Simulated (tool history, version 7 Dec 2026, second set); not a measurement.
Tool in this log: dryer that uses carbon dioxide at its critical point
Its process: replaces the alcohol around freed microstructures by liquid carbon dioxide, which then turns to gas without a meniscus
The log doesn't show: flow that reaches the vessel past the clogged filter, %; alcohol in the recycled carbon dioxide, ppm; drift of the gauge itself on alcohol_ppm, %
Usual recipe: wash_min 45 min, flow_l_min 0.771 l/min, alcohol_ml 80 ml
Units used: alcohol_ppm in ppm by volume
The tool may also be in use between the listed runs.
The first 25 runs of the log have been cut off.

run	day	wash_min	flow_l_min	alcohol_ml	hours of work since the filter was changed	hours of work since the purifier's bed was changed	alcohol_ppm
26	8.054	50	0.736	114	139	363	34
27	8.321	50	0.771	80	144	367	40
28	8.521	50	0.771	80	147	371	48
29	8.729	45	0.771	25	151	374	39
30	9.096	45	0.771	25	157	381	21
31	9.417	32	0.463	102	163	386	1156
32	9.612	32	0.755	29	166	390	85
33	10.012	41	0.957	29	173	396	35
34	10.317	45	0.591	69	178	402	102
35	10.562	35	0.871	48	182	406	57
36	10.779	32	0.771	118	186	410	233
37	11.125	32	0.652	20	192	416	103
38	11.508	32	0.652	20	199	422	107
39	11.854	35	0.899	62	205	428	58
40	12.192	28	0.899	41	210	434	102
41	12.554	61	0.648	34	217	440	31
42	12.908	29	0.892	36	223	446	96
43	13.183	30	0.546	49	228	451	474
44	13.604	30	0.504	43	235	458	542
45	13.908	54	0.53	82	240	464	105
46	14.325	28	1.178	35	247	471	56
47	14.738	45	0.771	24	254	478	40

Alternative continuations, all from the tool just after run 47; predict every row:
A	15.138	41	0.534	60	261	485	?
B	15.138	63	0.472	86	261	485	?
C	15.138	63	0.771	80	261	485	?

run	alcohol_ppm
A	231
B	100
C	44
Had the tool no hidden state, the same runs would have come out as:
run	alcohol_ppm
A	113
B	37
C	10

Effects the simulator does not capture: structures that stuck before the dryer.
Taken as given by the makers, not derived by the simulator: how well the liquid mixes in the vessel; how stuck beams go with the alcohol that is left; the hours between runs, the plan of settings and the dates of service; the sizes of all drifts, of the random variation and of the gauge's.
